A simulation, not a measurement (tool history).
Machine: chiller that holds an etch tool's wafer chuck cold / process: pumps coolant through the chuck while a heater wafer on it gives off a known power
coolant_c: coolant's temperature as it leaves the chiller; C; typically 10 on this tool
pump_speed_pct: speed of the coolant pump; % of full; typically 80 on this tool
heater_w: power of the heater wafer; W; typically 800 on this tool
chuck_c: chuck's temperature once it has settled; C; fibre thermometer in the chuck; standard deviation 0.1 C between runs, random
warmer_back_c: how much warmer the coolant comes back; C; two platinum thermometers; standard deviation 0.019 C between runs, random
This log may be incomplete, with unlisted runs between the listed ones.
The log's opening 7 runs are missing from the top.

Run 8, hour 662.3: usual settings but pump_speed_pct 90 % of full, heater_w 894 W. Result: chuck_c 21.5 C, warmer_back_c 3.43 C.
Run 9, hour 716.8: usual settings but pump_speed_pct 90 % of full, heater_w 894 W. Result: chuck_c 21.7 C, warmer_back_c 3.44 C.
Run 10, hour 841.3: usual settings. Result: chuck_c 21.4 C, warmer_back_c 3.45 C.
Run 11, hour 947.8: usual settings. Result: chuck_c 21.4 C, warmer_back_c 3.45 C.
Run 12, hour 1028.5: usual settings. Result: chuck_c 21.5 C, warmer_back_c 3.46 C.
Run 13, hour 1088.9: usual settings. Result: chuck_c 21.8 C, warmer_back_c 3.48 C.
Run 14, hour 1152.6: usual settings. Result: chuck_c 21.8 C, warmer_back_c 3.49 C.
Run 15, hour 1256.6: usual settings but pump_speed_pct 74 % of full. Result: chuck_c 22.4 C, warmer_back_c 3.76 C.
Run 16, hour 1346.9: usual settings. Result: chuck_c 22.0 C, warmer_back_c 3.51 C.
At hour 1374.6: chiller's thermometer calibrated.
Run 17, hour 1455.4: usual settings. Result: chuck_c 21.3 C, warmer_back_c 3.50 C.
Run 18, hour 1539.1: usual settings but coolant_c 1 C, pump_speed_pct 92 % of full, heater_w 610 W. Result: chuck_c 8.7 C, warmer_back_c 2.29 C.
Run 19, hour 1607.7: usual settings but coolant_c 17 C, pump_speed_pct 63 % of full, heater_w 510 W. Result: chuck_c 25.9 C, warmer_back_c 2.87 C.
Run 20, hour 1695.4: usual settings but coolant_c 17 C, pump_speed_pct 65 % of full, heater_w 510 W. Result: chuck_c 25.6 C, warmer_back_c 2.80 C.
Run 21, hour 1803.6: usual settings but heater_w 835 W. Result: chuck_c 22.0 C, warmer_back_c 3.63 C.
Run 22, hour 1893.3: usual settings but pump_speed_pct 89 % of full, heater_w 516 W. Result: chuck_c 17.1 C, warmer_back_c 2.06 C.
Run 23, hour 1965.4: usual settings but pump_speed_pct 89 % of full, heater_w 516 W. Result: chuck_c 17.1 C, warmer_back_c 2.08 C.
Run 24, hour 2030.4: usual settings but coolant_c 11 C, pump_speed_pct 76 % of full, heater_w 508 W. Result: chuck_c 18.8 C, warmer_back_c 2.37 C.
Run 25, hour 2095.5: usual settings but coolant_c 7 C, pump_speed_pct 75 % of full, heater_w 679 W. Result: chuck_c 17.5 C, warmer_back_c 3.22 C.
Run 26, hour 2219.0: usual settings but pump_speed_pct 67 % of full, heater_w 430 W. Result: chuck_c 17.4 C, warmer_back_c 2.31 C.
Run 27, hour 2302.4: usual settings but coolant_c 8 C. Result: chuck_c 19.9 C, warmer_back_c 3.55 C.
Run 28, hour 2419.0: usual settings but coolant_c 4 C, pump_speed_pct 70 % of full, heater_w 490 W. Result: chuck_c 12.2 C, warmer_back_c 2.53 C.
Run 29, hour 2516.6: usual settings but pump_speed_pct 62 % of full, heater_w 743 W. Result: chuck_c 23.6 C, warmer_back_c 4.38 C.
Run 30, hour 2577.6: usual settings but pump_speed_pct 62 % of full, heater_w 743 W. Result: chuck_c 23.9 C, warmer_back_c 4.36 C.
Run 31, hour 2693.8: usual settings but pump_speed_pct 62 % of full, heater_w 743 W. Result: chuck_c 23.8 C, warmer_back_c 4.37 C.

5 options for the next run, each taken on its own from the tool as it stands now. Forecast them:
Run A, hour 2760.9: usual settings but coolant_c 3 C, pump_speed_pct 77 % of full, heater_w 568 W. Result: chuck_c ?, warmer_back_c ?.
Run B, hour 2760.9: usual settings but coolant_c 0 C, pump_speed_pct 62 % of full, heater_w 743 W. Result: chuck_c ?, warmer_back_c ?.
Run C, hour 2760.9: usual settings but coolant_c 18 C, pump_speed_pct 83 % of full, heater_w 1075 W. Result: chuck_c ?, warmer_back_c ?.
Run D, hour 2760.9: usual settings but coolant_c 14 C, pump_speed_pct 62 % of full, heater_w 595 W. Result: chuck_c ?, warmer_back_c ?.
Run E, hour 2760.9: usual settings but coolant_c 5 C, pump_speed_pct 70 % of full, heater_w 888 W. Result: chuck_c ?, warmer_back_c ?.

run  chuck_c  warmer_back_c
  A     12.1           2.71
  B     13.8           4.37
  C     34.1           4.64
  D     25.2           3.49
  E     20.1           4.61
Had the tool no hidden state, the same runs would have come out as:
run  chuck_c  warmer_back_c
  A     10.0           2.43
  B     10.7           3.92
  C     30.6           4.16
  D     22.7           3.14
  E     16.8           4.14
